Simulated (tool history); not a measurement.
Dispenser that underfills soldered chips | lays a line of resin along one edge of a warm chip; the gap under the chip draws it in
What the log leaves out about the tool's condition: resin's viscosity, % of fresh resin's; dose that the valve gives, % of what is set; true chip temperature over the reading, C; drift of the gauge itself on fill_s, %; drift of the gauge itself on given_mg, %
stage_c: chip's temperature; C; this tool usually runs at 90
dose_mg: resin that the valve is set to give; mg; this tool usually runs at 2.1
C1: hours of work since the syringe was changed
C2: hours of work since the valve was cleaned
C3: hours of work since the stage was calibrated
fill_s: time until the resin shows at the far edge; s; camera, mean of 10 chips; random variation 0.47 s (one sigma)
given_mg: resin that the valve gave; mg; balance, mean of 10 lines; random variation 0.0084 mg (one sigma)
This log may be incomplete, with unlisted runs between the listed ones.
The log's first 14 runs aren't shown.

run 15 hour=46.9 | stage_c=90 dose_mg=2.1 | C1=5 C2=60 C3=148 | fill_s=56 given_mg=1.993
-- hour=50.8 new syringe of resin
run 16 hour=51 | stage_c=90 dose_mg=2.1 | C1=0 C2=62 C3=151 | fill_s=37.7 given_mg=1.965
run 17 hour=53.1 | stage_c=89 dose_mg=2.1 | C1=2 C2=64 C3=153 | fill_s=42.9 given_mg=1.964
run 18 hour=55.8 | stage_c=89 dose_mg=2.1 | C1=4 C2=66 C3=154 | fill_s=49.8 given_mg=1.967
run 19 hour=58.8 | stage_c=78 dose_mg=1.87 | C1=6 C2=68 C3=157 | fill_s=88.8 given_mg=1.752
run 20 hour=61.1 | stage_c=78 dose_mg=1.87 | C1=7 C2=70 C3=158 | fill_s=101 given_mg=1.755
-- hour=62 new syringe of resin
run 21 hour=63.8 | stage_c=104 dose_mg=2.27 | C1=1 C2=71 C3=160 | fill_s=26.7 given_mg=2.131
run 22 hour=68.3 | stage_c=101 dose_mg=1.92 | C1=4 C2=74 C3=163 | fill_s=38.8 given_mg=1.783
run 23 hour=71.1 | stage_c=92 dose_mg=2.36 | C1=6 C2=76 C3=165 | fill_s=54.9 given_mg=2.193
-- hour=73 new syringe of resin
run 24 hour=74 | stage_c=85 dose_mg=2.15 | C1=1 C2=78 C3=167 | fill_s=44.5 given_mg=1.981
-- hour=76.8 dispensing valve cleaned and set on the balance
run 25 hour=78.5 | stage_c=102 dose_mg=2.61 | C1=3 C2=1 C3=169 | fill_s=31.5 given_mg=2.619
run 26 hour=83.2 | stage_c=95 dose_mg=2.05 | C1=6 C2=4 C3=173 | fill_s=51.4 given_mg=2.027
-- hour=85.1 new syringe of resin
run 27 hour=85.7 | stage_c=94 dose_mg=2.29 | C1=0 C2=6 C3=174 | fill_s=32.8 given_mg=2.27
run 28 hour=88.8 | stage_c=102 dose_mg=2.15 | C1=3 C2=8 C3=176 | fill_s=30.8 given_mg=2.107
run 29 hour=91.9 | stage_c=102 dose_mg=2.15 | C1=5 C2=10 C3=179 | fill_s=36.8 given_mg=2.132
-- hour=96.3 new syringe of resin
run 30 hour=96.6 | stage_c=102 dose_mg=2.15 | C1=0 C2=13 C3=182 | fill_s=25.5 given_mg=2.132
run 31 hour=100.7 | stage_c=95 dose_mg=2.18 | C1=3 C2=16 C3=184 | fill_s=39 given_mg=2.14
run 32 hour=102.8 | stage_c=95 dose_mg=2.18 | C1=5 C2=18 C3=186 | fill_s=45.7 given_mg=2.134
run 33 hour=106.7 | stage_c=76 dose_mg=2.56 | C1=7 C2=21 C3=189 | fill_s=98.7 given_mg=2.525
-- hour=107.4 new syringe of resin
run 34 hour=111.7 | stage_c=80 dose_mg=2.36 | C1=3 C2=24 C3=192 | fill_s=61.4 given_mg=2.289
run 35 hour=116.2 | stage_c=101 dose_mg=2.2 | C1=6 C2=27 C3=195 | fill_s=43.3 given_mg=2.136

What if the next run were any one of these 5? Each begins from the tool's condition after run 35:
-- hour=118.5 new syringe of resin
run A hour=118.9 | stage_c=101 dose_mg=1.87 | C1=0 C2=29 C3=197 | fill_s=? given_mg=?
-- hour=118.5 new syringe of resin
run B hour=118.9 | stage_c=82 dose_mg=2.1 | C1=0 C2=29 C3=197 | fill_s=? given_mg=?
-- hour=118.5 new syringe of resin
run C hour=118.9 | stage_c=89 dose_mg=2.58 | C1=0 C2=29 C3=197 | fill_s=? given_mg=?
-- hour=118.5 new syringe of resin
run D hour=118.9 | stage_c=90 dose_mg=1.86 | C1=0 C2=29 C3=197 | fill_s=? given_mg=?
-- hour=118.5 new syringe of resin
run E hour=118.9 | stage_c=100 dose_mg=1.95 | C1=0 C2=29 C3=197 | fill_s=? given_mg=?

run=A fill_s=27.5 given_mg=1.808
run=B fill_s=46.9 given_mg=2.041
run=C fill_s=35.8 given_mg=2.511
run=D fill_s=38.1 given_mg=1.814
run=E fill_s=28.4 given_mg=1.893
Without the tool's hidden state the same runs would have given:
run=A fill_s=27.5 given_mg=1.862
run=B fill_s=47.2 given_mg=2.101
run=C fill_s=36.1 given_mg=2.586
run=D fill_s=38.2 given_mg=1.868
run=E fill_s=28.4 given_mg=1.949

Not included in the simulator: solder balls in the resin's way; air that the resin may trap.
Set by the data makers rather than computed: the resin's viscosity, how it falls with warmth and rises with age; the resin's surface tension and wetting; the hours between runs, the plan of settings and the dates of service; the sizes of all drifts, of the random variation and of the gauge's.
